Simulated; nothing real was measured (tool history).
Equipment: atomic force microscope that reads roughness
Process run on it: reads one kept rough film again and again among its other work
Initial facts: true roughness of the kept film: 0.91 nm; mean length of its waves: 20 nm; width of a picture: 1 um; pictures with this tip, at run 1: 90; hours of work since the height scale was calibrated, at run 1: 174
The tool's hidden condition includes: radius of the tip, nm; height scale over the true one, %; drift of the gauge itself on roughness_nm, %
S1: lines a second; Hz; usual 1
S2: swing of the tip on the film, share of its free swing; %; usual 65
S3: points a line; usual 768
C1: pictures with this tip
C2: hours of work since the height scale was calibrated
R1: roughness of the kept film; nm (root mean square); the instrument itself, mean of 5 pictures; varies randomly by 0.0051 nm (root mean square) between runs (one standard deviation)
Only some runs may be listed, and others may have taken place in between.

run   hour    S1  S2    S3   C1   C2     R1
  1      0     1  65   768   90  174   0.73
  2    6.5     1  65   768  102  178  0.723
  3   13.2     1  65   768  115  182  0.714
  4   18.9     1  78   768  125  185   0.68
  5   25.7     1  78   768  137  189  0.669
  6     35     1  78   768  155  195  0.668
  7   41.8     1  78   768  167  199  0.658
  8   46.3     1  78   768  175  202  0.649
  9   51.4     1  78   768  185  205  0.642
 10   57.1     1  65   768  195  208  0.656
 11   62.4     1  65   768  205  211  0.656
 12   67.7   0.9  65   768  215  214  0.659
 13   77.8   0.9  65   768  233  220  0.654
 14   85.4   0.9  65   768  247  225  0.635
      90.5  -- new tip fitted
 15   92.3     1  82   768    3  229  0.759
 16    102     1  82   768   21  234  0.745
 17  110.8     1  82   768   37  240  0.733
 18  118.6     1  82   768   51  244  0.728
 19  127.8     1  82   768   68  250  0.716
 20  137.7     1  82   768   86  256  0.701
 21    147  2.84  58   768  104  261  0.711
 22  155.1  2.84  58   768  118  266  0.697
 23  163.3  2.84  58   768  133  271  0.693
 24  169.2  2.84  58   686  144  274  0.679
 25  177.3   1.8  79   686  159  279  0.617
 26  184.1   1.8  79   686  172  283  0.631
 27  191.5   1.8  79   686  185  288  0.601
 28  196.1  1.72  65   563  194  290  0.653
 29  201.9  1.72  64   644  204  294  0.649
 30  208.1  0.51  64   482  216  298  0.669
 31  217.8  0.51  65  1013  234  303   0.67
 32  222.8  1.67  70   557  243  306  0.615
 33  228.7  1.45  55   618  254  310  0.651
     230.4  -- new tip fitted
 34  237.4  1.14  56   529   12  315  0.801
 35  244.4  1.14  56   529   25  319  0.795
 36  250.9  1.14  56   529   37  323  0.781
 37  256.4  0.61  56   361   48  326  0.774

Results per run with the tool's hidden condition removed, run-to-run variation unchanged:
run     R1
  1    0.8
  2  0.801
  3    0.8
  4  0.769
  5  0.765
  6  0.775
  7  0.772
  8  0.768
  9  0.766
 10   0.79
 11  0.796
 12  0.805
 13  0.811
 14  0.798
 15  0.762
 16  0.761
 17  0.759
 18  0.763
 19  0.761
 20   0.76
 21  0.782
 22  0.776
 23  0.782
 24  0.775
 25  0.714
 26  0.734
 27  0.711
 28  0.775
 29  0.778
 30  0.809
 31  0.821
 32  0.761
 33   0.81
 34  0.808
 35  0.813
 36  0.809
 37  0.811

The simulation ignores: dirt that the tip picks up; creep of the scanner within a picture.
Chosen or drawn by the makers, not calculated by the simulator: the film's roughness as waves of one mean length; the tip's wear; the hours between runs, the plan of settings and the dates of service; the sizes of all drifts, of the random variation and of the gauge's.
